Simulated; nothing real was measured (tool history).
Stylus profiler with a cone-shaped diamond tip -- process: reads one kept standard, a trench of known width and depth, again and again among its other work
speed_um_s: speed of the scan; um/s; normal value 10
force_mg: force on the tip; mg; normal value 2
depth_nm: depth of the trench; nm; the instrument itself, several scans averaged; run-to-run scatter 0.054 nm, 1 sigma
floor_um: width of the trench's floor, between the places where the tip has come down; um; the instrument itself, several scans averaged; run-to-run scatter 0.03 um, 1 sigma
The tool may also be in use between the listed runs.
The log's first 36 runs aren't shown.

run	hour	speed_um_s	force_mg	depth_nm	floor_um
37	1349.2	26	1.3	101.03	48.16
38	1381.1	12	4.06	101.86	48.18
39	1426.8	12	4.06	101.81	48.22
40	1465	12	4.06	101.9	48.2
41	1511.4	35	4.06	101.84	48.13
42	1562.7	12	2	101.26	48.17
43	1598.5	7	0.74	100.68	48.16
44	1648.1	11	0.9	100.87	48.1
45	1687.9	11	0.9	100.85	48.11
46	1740.1	3	4.48	102.01	48.11
47	1777.8	3	4.48	101.93	48.13

Alternative continuations, all from the tool just after run 47; predict every row:
A	1830.8	2	2.73	?	?
B	1830.8	33	0.76	?	?
C	1830.8	11	1.86	?	?
D	1830.8	4	1.26	?	?

run	depth_nm	floor_um
A	101.47	48.15
B	100.73	47.95
C	101.22	48.09
D	100.97	48.11
Take away the tool's hidden state, keep each run's random variation, and the runs would have read:
run	depth_nm	floor_um
A	101.27	48.61
B	100.53	48.41
C	101.02	48.55
D	100.77	48.57
